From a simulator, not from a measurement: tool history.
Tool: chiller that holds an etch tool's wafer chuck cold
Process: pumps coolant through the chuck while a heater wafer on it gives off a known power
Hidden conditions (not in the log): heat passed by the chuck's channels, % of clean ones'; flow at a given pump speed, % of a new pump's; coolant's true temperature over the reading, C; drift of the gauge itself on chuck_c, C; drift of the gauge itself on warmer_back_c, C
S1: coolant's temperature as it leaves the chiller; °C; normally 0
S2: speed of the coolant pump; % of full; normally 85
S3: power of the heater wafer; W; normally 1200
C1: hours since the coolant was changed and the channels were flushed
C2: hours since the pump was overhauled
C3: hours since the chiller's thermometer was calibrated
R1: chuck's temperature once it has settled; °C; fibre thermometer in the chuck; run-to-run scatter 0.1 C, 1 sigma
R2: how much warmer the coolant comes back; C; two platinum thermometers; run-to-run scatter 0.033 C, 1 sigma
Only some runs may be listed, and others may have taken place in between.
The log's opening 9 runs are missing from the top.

run	day	S1	S2	S3	C1	C2	C3	R1	R2
10	39.104	0	100	1200	1766	2522	3448	9.0	4.19
11	42.258	0	85	1543	1842	2597	3524	13.2	6.21
12	45.825	0	85	1543	1927	2683	3609	13.2	6.26
13	48.883	0	85	650	2001	2756	3683	5.5	2.81
14	54.700	0	85	952	2140	2896	3822	8.2	4.07
15	60.688	0	85	952	2284	3040	3966	8.1	4.12
16	63.179	-4	85	1200	2344	3100	4026	6.2	5.08
17	66.975	0	85	1445	2435	3191	4117	12.2	6.08

For run 18, what comes out?
18	69.562	-8	86	688	2497	3253	4179	?	?

Run 18 gave R1 -2.2 °C, R2 2.99 C.
Had the tool carried no hidden state, the very same run would have given R1 -2.2 °C, R2 2.60 C.
